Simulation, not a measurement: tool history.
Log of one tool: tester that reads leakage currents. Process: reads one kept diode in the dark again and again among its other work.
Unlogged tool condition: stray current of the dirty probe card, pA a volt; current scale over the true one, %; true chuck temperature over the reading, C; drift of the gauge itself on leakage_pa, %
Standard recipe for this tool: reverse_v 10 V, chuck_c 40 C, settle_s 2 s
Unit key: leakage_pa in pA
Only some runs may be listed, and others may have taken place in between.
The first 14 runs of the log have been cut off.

run    hour  reverse_v  chuck_c  settle_s  hours of work since the probe card was cleaned  hours of work since the tester was calibrated  hours of work since the chuck was calibrated  leakage_pa
 15    1204         10       40         2                                            2186                                           3883                                           584      168.97
 16  1260.1         10       40         2                                            2225                                           3923                                           623      169.26
 17  1321.7         10       40       0.4                                            2269                                           3966                                           667      175.39
 18  1404.3         10       40       0.4                                            2327                                           4024                                           725      174.05
 19  1511.8         10       44       0.4                                            2402                                           4099                                           800       231.9
 20  1594.8         11       44       0.4                                            2461                                           4158                                           858      239.81
 21  1675.2         11       44       0.4                                            2517                                           4214                                           915      237.86
 22  1781.6        7.1       29       0.4                                            2592                                           4289                                           990       67.36
 23  1890.7        7.1       29       0.4                                            2668                                           4366                                          1066       67.09
 24  1992.2       11.9       44       0.4                                            2740                                           4437                                          1138      243.74
     2057.3  -- chuck's temperature calibrated
 25  2097.3        7.3       29      0.48                                            2812                                           4509                                            28       77.91
 26  2149.3        7.3       29      1.43                                            2849                                           4546                                            65        73.6
 27    2199         10       40      0.75                                            2883                                           4581                                           100      191.67
 28  2312.1        5.9       51      0.31                                            2963                                           4660                                           179      337.97
 29  2372.1        5.9       51      0.31                                            3005                                           4702                                           221      335.95
 30  2420.7       13.2       40      0.94                                            3039                                           4736                                           255      215.46
 31  2539.3       13.2       40      0.94                                            3122                                           4820                                           339      213.94
 32  2594.9        1.5       36       3.4                                            3162                                           4859                                           378        55.5
 33  2650.6        2.6       23      1.25                                            3201                                           4898                                           417       27.01
 34  2754.5       13.8       40      5.41                                            3274                                           4971                                           490      209.57
 35  2831.3       17.4       56      7.57                                            3328                                           5025                                           544      729.37
 36  2937.6       17.4       56      7.57                                            3402                                           5100                                           618      724.81
     2979.5  -- probe card cleaned and baked
 37  2994.9        2.1       55      8.57                                              11                                           5138                                           656      263.16
 38  3099.6        8.1       55      8.07                                              84                                           5211                                           730      457.22
     3146.7  -- tester calibrated
 39  3184.2       12.8       23         2                                             142                                             26                                           788       42.28

Alternative continuations, all from the tool just after run 39; predict every row:
  A  3304.1        2.9       24      9.33                                             227                                            111                                           872           ?
  B  3304.1         10       40      1.11                                             227                                            111                                           872           ?
  C  3304.1         10       22         2                                             227                                            111                                           872           ?
  D  3304.1        1.9       47         2                                             227                                            111                                           872           ?

run  leakage_pa
  A       22.91
  B      156.96
  C       34.53
  D      135.97
Had the tool no hidden state, the same runs would have come out as:
run  leakage_pa
  A        25.5
  B      173.97
  C       37.22
  D      151.49
